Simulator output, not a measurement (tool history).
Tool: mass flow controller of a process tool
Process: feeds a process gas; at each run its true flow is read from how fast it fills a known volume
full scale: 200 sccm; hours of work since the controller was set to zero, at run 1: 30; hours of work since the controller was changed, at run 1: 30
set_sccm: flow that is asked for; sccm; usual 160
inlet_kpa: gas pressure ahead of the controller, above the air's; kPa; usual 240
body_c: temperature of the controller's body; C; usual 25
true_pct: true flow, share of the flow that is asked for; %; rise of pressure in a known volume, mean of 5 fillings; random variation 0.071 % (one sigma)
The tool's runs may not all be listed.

run	day	set_sccm	inlet_kpa	body_c	hours of work since the controller was set to zero	hours of work since the controller was changed	true_pct
1	0.000	160	240	25	30	30	99.72
2	10.371	160	240	25	125	125	99.82
3	18.067	160	240	25	196	196	99.86
4	23.962	160	240	25	251	251	99.84
5	32.854	160	240	25	333	333	99.76
# day 33.771: controller's zero set anew
6	39.233	160	240	25	50	392	99.84
7	47.146	56	230	25	124	465	99.35
8	56.971	169	166	30	214	556	100.41

Forecast run 9:
9	64.454	22	166	28	284	625	?

Run 9 gave true_pct 100.10 %.
Without the tool's hidden state the same run would have given true_pct 99.01 %.

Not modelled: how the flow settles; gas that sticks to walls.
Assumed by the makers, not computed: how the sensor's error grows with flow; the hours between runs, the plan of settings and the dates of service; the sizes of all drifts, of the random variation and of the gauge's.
